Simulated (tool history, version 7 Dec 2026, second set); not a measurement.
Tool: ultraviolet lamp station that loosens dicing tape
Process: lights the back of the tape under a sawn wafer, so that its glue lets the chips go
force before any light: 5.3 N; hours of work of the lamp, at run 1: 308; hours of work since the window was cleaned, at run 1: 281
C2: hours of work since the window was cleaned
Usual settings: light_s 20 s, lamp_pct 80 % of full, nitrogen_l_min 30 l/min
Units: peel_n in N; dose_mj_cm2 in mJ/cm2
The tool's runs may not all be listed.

{"run": 1, "hour": 0.0, "light_s": 20, "lamp_pct": 80, "nitrogen_l_min": 30, "hours of work of the lamp": 308, "C2": 281, "peel_n": 0.635, "dose_mj_cm2": 419}
{"run": 2, "hour": 7.1, "light_s": 20, "lamp_pct": 80, "nitrogen_l_min": 30, "hours of work of the lamp": 313, "C2": 286, "peel_n": 0.652, "dose_mj_cm2": 418}
{"run": 3, "hour": 12.3, "light_s": 20, "lamp_pct": 80, "nitrogen_l_min": 30, "hours of work of the lamp": 317, "C2": 290, "peel_n": 0.632, "dose_mj_cm2": 411}
{"run": 4, "hour": 17.7, "light_s": 20, "lamp_pct": 82, "nitrogen_l_min": 30, "hours of work of the lamp": 321, "C2": 295, "peel_n": 0.629, "dose_mj_cm2": 434}
{"run": 5, "hour": 26.8, "light_s": 20, "lamp_pct": 82, "nitrogen_l_min": 30, "hours of work of the lamp": 329, "C2": 302, "peel_n": 0.588, "dose_mj_cm2": 433}
{"run": 6, "hour": 30.9, "light_s": 20, "lamp_pct": 82, "nitrogen_l_min": 30, "hours of work of the lamp": 332, "C2": 305, "peel_n": 0.618, "dose_mj_cm2": 430}
{"run": 7, "hour": 41.0, "light_s": 20, "lamp_pct": 82, "nitrogen_l_min": 30, "hours of work of the lamp": 340, "C2": 313, "peel_n": 0.615, "dose_mj_cm2": 430}
{"run": 8, "hour": 50.7, "light_s": 20, "lamp_pct": 90, "nitrogen_l_min": 30, "hours of work of the lamp": 347, "C2": 320, "peel_n": 0.521, "dose_mj_cm2": 475}
{"run": 9, "hour": 59.7, "light_s": 20, "lamp_pct": 90, "nitrogen_l_min": 30, "hours of work of the lamp": 354, "C2": 328, "peel_n": 0.511, "dose_mj_cm2": 470}
{"run": 10, "hour": 64.6, "light_s": 20, "lamp_pct": 80, "nitrogen_l_min": 53, "hours of work of the lamp": 358, "C2": 331, "peel_n": 0.512, "dose_mj_cm2": 417}
{"hour": 69.4, "done": "window cleaned of glue's vapour"}
{"run": 11, "hour": 75.4, "light_s": 20, "lamp_pct": 80, "nitrogen_l_min": 53, "hours of work of the lamp": 366, "C2": 5, "peel_n": 0.488, "dose_mj_cm2": 424}
{"run": 12, "hour": 84.9, "light_s": 34, "lamp_pct": 80, "nitrogen_l_min": 53, "hours of work of the lamp": 373, "C2": 12, "peel_n": 0.239, "dose_mj_cm2": 713}
{"run": 13, "hour": 92.7, "light_s": 20, "lamp_pct": 80, "nitrogen_l_min": 30, "hours of work of the lamp": 380, "C2": 18, "peel_n": 0.629, "dose_mj_cm2": 422}
{"run": 14, "hour": 100.5, "light_s": 20, "lamp_pct": 80, "nitrogen_l_min": 30, "hours of work of the lamp": 386, "C2": 24, "peel_n": 0.612, "dose_mj_cm2": 421}
{"run": 15, "hour": 105.4, "light_s": 20, "lamp_pct": 80, "nitrogen_l_min": 30, "hours of work of the lamp": 389, "C2": 28, "peel_n": 0.654, "dose_mj_cm2": 421}
{"run": 16, "hour": 112.5, "light_s": 20, "lamp_pct": 80, "nitrogen_l_min": 30, "hours of work of the lamp": 395, "C2": 34, "peel_n": 0.628, "dose_mj_cm2": 425}
{"run": 17, "hour": 120.8, "light_s": 21, "lamp_pct": 80, "nitrogen_l_min": 30, "hours of work of the lamp": 401, "C2": 40, "peel_n": 0.593, "dose_mj_cm2": 442}
{"run": 18, "hour": 130.8, "light_s": 21, "lamp_pct": 80, "nitrogen_l_min": 30, "hours of work of the lamp": 409, "C2": 48, "peel_n": 0.561, "dose_mj_cm2": 440}
{"run": 19, "hour": 138.1, "light_s": 20, "lamp_pct": 80, "nitrogen_l_min": 30, "hours of work of the lamp": 415, "C2": 54, "peel_n": 0.61, "dose_mj_cm2": 418}
{"run": 20, "hour": 147.1, "light_s": 20, "lamp_pct": 80, "nitrogen_l_min": 30, "hours of work of the lamp": 422, "C2": 61, "peel_n": 0.652, "dose_mj_cm2": 423}
{"run": 21, "hour": 151.7, "light_s": 20, "lamp_pct": 80, "nitrogen_l_min": 30, "hours of work of the lamp": 425, "C2": 64, "peel_n": 0.592, "dose_mj_cm2": 417}
{"run": 22, "hour": 159.6, "light_s": 11, "lamp_pct": 85, "nitrogen_l_min": 10, "hours of work of the lamp": 432, "C2": 70, "peel_n": 2.025, "dose_mj_cm2": 248}
{"run": 23, "hour": 169.9, "light_s": 11, "lamp_pct": 85, "nitrogen_l_min": 10, "hours of work of the lamp": 440, "C2": 78, "peel_n": 2.053, "dose_mj_cm2": 246}
{"run": 24, "hour": 175.6, "light_s": 18, "lamp_pct": 67, "nitrogen_l_min": 14, "hours of work of the lamp": 444, "C2": 83, "peel_n": 1.364, "dose_mj_cm2": 319}
{"run": 25, "hour": 185.7, "light_s": 16, "lamp_pct": 80, "nitrogen_l_min": 23, "hours of work of the lamp": 452, "C2": 91, "peel_n": 1.009, "dose_mj_cm2": 336}
{"run": 26, "hour": 193.7, "light_s": 23, "lamp_pct": 80, "nitrogen_l_min": 9, "hours of work of the lamp": 458, "C2": 97, "peel_n": 0.878, "dose_mj_cm2": 481}
{"run": 27, "hour": 199.1, "light_s": 21, "lamp_pct": 95, "nitrogen_l_min": 32, "hours of work of the lamp": 462, "C2": 101, "peel_n": 0.44, "dose_mj_cm2": 525}
{"run": 28, "hour": 208.4, "light_s": 35, "lamp_pct": 84, "nitrogen_l_min": 59, "hours of work of the lamp": 470, "C2": 108, "peel_n": 0.219, "dose_mj_cm2": 774}
{"run": 29, "hour": 214.6, "light_s": 33, "lamp_pct": 78, "nitrogen_l_min": 15, "hours of work of the lamp": 475, "C2": 113, "peel_n": 0.395, "dose_mj_cm2": 677}
{"run": 30, "hour": 220.4, "light_s": 13, "lamp_pct": 88, "nitrogen_l_min": 19, "hours of work of the lamp": 479, "C2": 118, "peel_n": 1.264, "dose_mj_cm2": 298}
{"run": 31, "hour": 228.1, "light_s": 12, "lamp_pct": 87, "nitrogen_l_min": 51, "hours of work of the lamp": 485, "C2": 124, "peel_n": 1.041, "dose_mj_cm2": 278}
{"run": 32, "hour": 235.5, "light_s": 12, "lamp_pct": 87, "nitrogen_l_min": 51, "hours of work of the lamp": 491, "C2": 129, "peel_n": 0.98, "dose_mj_cm2": 279}
{"run": 33, "hour": 241.1, "light_s": 31, "lamp_pct": 79, "nitrogen_l_min": 39, "hours of work of the lamp": 495, "C2": 134, "peel_n": 0.279, "dose_mj_cm2": 643}
{"run": 34, "hour": 246.2, "light_s": 31, "lamp_pct": 79, "nitrogen_l_min": 39, "hours of work of the lamp": 499, "C2": 138, "peel_n": 0.269, "dose_mj_cm2": 649}
{"run": 35, "hour": 252.1, "light_s": 28, "lamp_pct": 98, "nitrogen_l_min": 51, "hours of work of the lamp": 504, "C2": 142, "peel_n": 0.22, "dose_mj_cm2": 724}
{"run": 36, "hour": 259.4, "light_s": 15, "lamp_pct": 62, "nitrogen_l_min": 11, "hours of work of the lamp": 509, "C2": 148, "peel_n": 1.921, "dose_mj_cm2": 246}
{"run": 37, "hour": 264.9, "light_s": 21, "lamp_pct": 67, "nitrogen_l_min": 30, "hours of work of the lamp": 514, "C2": 152, "peel_n": 0.772, "dose_mj_cm2": 366}
{"run": 38, "hour": 272.7, "light_s": 21, "lamp_pct": 67, "nitrogen_l_min": 30, "hours of work of the lamp": 520, "C2": 158, "peel_n": 0.772, "dose_mj_cm2": 373}
{"run": 39, "hour": 279.5, "light_s": 10, "lamp_pct": 84, "nitrogen_l_min": 30, "hours of work of the lamp": 525, "C2": 164, "peel_n": 1.575, "dose_mj_cm2": 218}
{"run": 40, "hour": 289.7, "light_s": 10, "lamp_pct": 84, "nitrogen_l_min": 30, "hours of work of the lamp": 533, "C2": 172, "peel_n": 1.624, "dose_mj_cm2": 222}
{"run": 41, "hour": 294.9, "light_s": 10, "lamp_pct": 84, "nitrogen_l_min": 14, "hours of work of the lamp": 537, "C2": 176, "peel_n": 1.93, "dose_mj_cm2": 220}
{"run": 42, "hour": 303.0, "light_s": 31, "lamp_pct": 96, "nitrogen_l_min": 30, "hours of work of the lamp": 543, "C2": 182, "peel_n": 0.242, "dose_mj_cm2": 781}

Forecast each of these 4 alternatives for the next run:
{"run": "A", "hour": 308.9, "light_s": 22, "lamp_pct": 62, "nitrogen_l_min": 31, "hours of work of the lamp": 548, "C2": 187, "peel_n": "?", "dose_mj_cm2": "?"}
{"run": "B", "hour": 308.9, "light_s": 20, "lamp_pct": 80, "nitrogen_l_min": 27, "hours of work of the lamp": 548, "C2": 187, "peel_n": "?", "dose_mj_cm2": "?"}
{"run": "C", "hour": 308.9, "light_s": 25, "lamp_pct": 63, "nitrogen_l_min": 30, "hours of work of the lamp": 548, "C2": 187, "peel_n": "?", "dose_mj_cm2": "?"}
{"run": "D", "hour": 308.9, "light_s": 20, "lamp_pct": 67, "nitrogen_l_min": 33, "hours of work of the lamp": 548, "C2": 187, "peel_n": "?", "dose_mj_cm2": "?"}

run=A peel_n=0.801 dose_mj_cm2=362
run=B peel_n=0.646 dose_mj_cm2=417
run=C peel_n=0.643 dose_mj_cm2=418
run=D peel_n=0.802 dose_mj_cm2=351
Without the tool's hidden state the same runs would have given:
run=A peel_n=0.799 dose_mj_cm2=362
run=B peel_n=0.645 dose_mj_cm2=418
run=C peel_n=0.641 dose_mj_cm2=419
run=D peel_n=0.800 dose_mj_cm2=351
